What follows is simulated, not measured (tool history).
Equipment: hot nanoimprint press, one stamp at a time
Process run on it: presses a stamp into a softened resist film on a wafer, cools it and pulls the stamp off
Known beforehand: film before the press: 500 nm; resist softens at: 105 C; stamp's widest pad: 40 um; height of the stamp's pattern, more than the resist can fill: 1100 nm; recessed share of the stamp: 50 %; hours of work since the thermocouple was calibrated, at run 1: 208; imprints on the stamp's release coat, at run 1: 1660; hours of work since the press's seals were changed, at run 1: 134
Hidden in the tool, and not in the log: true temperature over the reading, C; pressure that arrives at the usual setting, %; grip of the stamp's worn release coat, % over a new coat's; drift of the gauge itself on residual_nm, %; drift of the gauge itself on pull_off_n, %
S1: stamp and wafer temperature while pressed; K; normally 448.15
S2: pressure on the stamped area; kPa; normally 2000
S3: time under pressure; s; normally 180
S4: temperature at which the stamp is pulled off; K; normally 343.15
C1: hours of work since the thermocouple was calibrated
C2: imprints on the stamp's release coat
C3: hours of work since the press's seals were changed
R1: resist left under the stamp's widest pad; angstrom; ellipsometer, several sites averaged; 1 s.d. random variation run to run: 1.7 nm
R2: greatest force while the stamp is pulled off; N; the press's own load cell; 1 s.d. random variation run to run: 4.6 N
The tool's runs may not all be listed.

run   hour      S1    S2   S3      S4   C1    C2   C3    R1   R2
  1      0  448.15  2000  180  343.15  208  1660  134  2723  368
  2    6.9  448.15  2000  180  343.15  212  1679  139  2756  377
  3     15  448.15  2000  180  343.15  218  1702  144  2751  376
  4   24.4  448.15  2000  180  343.15  225  1729  151  2732  365
  5   29.8  448.15  2000  180  343.15  229  1745  155  2748  377
  6   36.4  448.15  1490  180  343.15  234  1764  160  3152  382
  7   49.2  448.15  1490  180  343.15  243  1800  169  3186  373
  8   57.7  448.15  2000  180  343.15  249  1825  175  2771  395
  9   68.5  448.15  2000  180  343.15  257  1856  183  2756  393
 10   73.9  448.15  2000  180  343.15  261  1871  187  2786  393
 11   85.9  448.15  2000  180  343.15  269  1905  195  2766  379
 12   96.3  448.15  2000  180  343.15  277  1935  203  2755  404
 13  106.6  448.15  2000  180  343.15  284  1965  210  2793  393
 14  114.1  448.15  2000  180  343.15  289  1986  216  2785  396
 15  120.3  448.15  2000  180  343.15  294  2004  220  2763  424
 16  129.4  448.15  2000  180  343.15  300  2030  226  2796  418
 17  141.1  448.15  2000   98  346.15  309  2063  235  3295  396
 18  152.2  448.15  2000   98  346.15  317  2095  243  3311  408
 19  157.8  448.15  2000   98  346.15  321  2111  247  3303  381
 20  165.1  448.15  2000  114  335.15  326  2132  252  3189  470
 21  173.7  448.15  2000  114  335.15  332  2157  258  3177  475
 22  179.6  448.15  2950  180  350.15  336  2174  262  2278  369
 23  192.3  455.15  2950  116  341.15  346  2210  272  2038  453
 24  203.2  455.15  2950  116  341.15  353  2241  279  2024  444
 25  214.5  453.15  2200  200  340.15  362  2273  288  2141  471
     225.9  -- stamp cleaned and given a new release coat
 26  233.1  448.15  2000  180  340.15  371    21  297  2822  246

Expected results for the next run?
 27  243.2  445.15  1240  113  340.15  378  50  304   ?   ?

R1: 4105 angstrom
R2: 251 N
With the hidden condition absent and the run-to-run variation left alone, this run would have shown R1 3964 angstrom, R2 240 N.
